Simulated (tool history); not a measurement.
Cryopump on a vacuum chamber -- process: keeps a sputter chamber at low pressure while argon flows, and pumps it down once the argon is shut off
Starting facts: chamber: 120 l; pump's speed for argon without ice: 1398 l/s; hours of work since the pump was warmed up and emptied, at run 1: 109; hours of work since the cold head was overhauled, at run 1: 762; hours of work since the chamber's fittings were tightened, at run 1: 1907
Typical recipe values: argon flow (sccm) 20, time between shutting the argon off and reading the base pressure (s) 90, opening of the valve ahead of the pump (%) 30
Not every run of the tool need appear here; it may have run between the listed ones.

run,day,argon flow (sccm),time between shutting the argon off and reading the base pressure (s),opening of the valve ahead of the pump (%),hours of work since the pump was warmed up and emptied,hours of work since the cold head was overhauled,hours of work since the chamber's fittings were tightened,pressure while argon flows (Pa),pressure after the wait (uPa)
1,0.000,20,90,30,109,762,1907,0.0815,1.24
2,1.538,20,90,30,126,779,1924,0.0812,1.31
3,3.842,20,90,30,152,805,1950,0.0827,1.28
4,5.262,20,90,30,168,821,1966,0.0820,1.30
5,6.525,26,90,30,183,835,1980,0.1071,1.32
6,9.008,26,90,30,210,863,2008,0.1080,1.32
7,11.642,20,90,22,240,893,2038,0.1124,1.31
8,13.383,20,90,30,260,912,2057,0.0818,1.36
9,14.621,20,90,30,274,926,2071,0.0821,1.37
10,16.029,20,90,30,289,942,2087,0.0831,1.32
11,18.854,20,90,30,321,974,2119,0.0824,1.35
12,20.762,9,90,30,343,995,2140,0.0383,1.39
13,22.458,9,90,30,362,1014,2159,0.0378,1.39
14,25.171,9,90,30,392,1045,2190,0.0383,1.42
15,27.192,9,90,30,415,1067,2212,0.0380,1.43
16,29.712,9,90,57,443,1096,2241,0.0208,1.37
17,31.454,9,90,57,463,1115,2260,0.0208,1.47
18,33.496,20,90,31,486,1138,2283,0.0820,1.45
19,35.262,20,90,56,505,1158,2303,0.0482,1.53
20,38.079,20,90,56,537,1190,2335,0.0483,1.51
21,39.325,20,68,56,551,1204,2349,0.0488,1.73
22,40.912,20,127,32,569,1222,2367,0.0817,1.33
23,42.538,20,127,32,587,1240,2385,0.0817,1.39
24,44.492,20,133,25,609,1262,2407,0.1035,1.35
25,46.321,20,54,18,630,1282,2427,0.1388,2.01
# day 47.888: pump warmed up, emptied and cooled again
26,48.408,38,129,17,6,1304,2448,0.2729,1.19
27,49.704,19,23,18,20,1318,2463,0.1281,3.00
28,51.346,12,292,28,39,1337,2482,0.0518,0.96
29,53.362,36,90,58,61,1359,2504,0.0770,1.38
30,55.467,32,24,24,85,1383,2528,0.1618,2.98
31,58.054,32,24,24,114,1412,2557,0.1641,3.06
32,59.908,20,77,30,135,1433,2578,0.0821,1.58
33,62.675,20,77,30,166,1464,2609,0.0832,1.53
34,64.979,20,77,30,192,1490,2635,0.0830,1.60
35,66.175,20,77,30,206,1503,2648,0.0831,1.57

For some of the steps in pressure while argon flows (Pa) from one run to the next: how much would appear even if the tool had no hidden state, given the settings, what came in and random variation, and how much remains for the hidden state plus any gauge scatter that the measured result and the result without hidden state don't share?
What the log doesn't record here: pump's speed, % of a pump's without ice; cold plate's temperature, K; leak into the chamber, uPa l/s; drift of the gauge itself on working_pa, %; drift of the gauge itself on base_upa, %.
Run 11 -> 12: argon flow (sccm) 20 -> 9. pressure while argon flows (Pa) -0.0441: hidden state -0.0016, all else -0.0425.
Run 17 -> 18: argon flow (sccm) 9 -> 20, opening of the valve ahead of the pump (%) 57 -> 31. pressure while argon flows (Pa) +0.0612: hidden state +0.0028, all else +0.0584.
Run 25 -> 26: argon flow (sccm) 20 -> 38, time between shutting the argon off and reading the base pressure (s) 54 -> 129, opening of the valve ahead of the pump (%) 18 -> 17, pump warmed up, emptied and cooled again. pressure while argon flows (Pa) +0.1341: hidden state -0.0056, all else +0.1397.
Run 26 -> 27: argon flow (sccm) 38 -> 19, time between shutting the argon off and reading the base pressure (s) 129 -> 23, opening of the valve ahead of the pump (%) 17 -> 18. pressure while argon flows (Pa) -0.1448: hidden state -0.0003, all else -0.1445.
Run 29 -> 30: argon flow (sccm) 36 -> 32, time between shutting the argon off and reading the base pressure (s) 90 -> 24, opening of the valve ahead of the pump (%) 58 -> 24. pressure while argon flows (Pa) +0.0848: hidden state +0.0002, all else +0.0846.

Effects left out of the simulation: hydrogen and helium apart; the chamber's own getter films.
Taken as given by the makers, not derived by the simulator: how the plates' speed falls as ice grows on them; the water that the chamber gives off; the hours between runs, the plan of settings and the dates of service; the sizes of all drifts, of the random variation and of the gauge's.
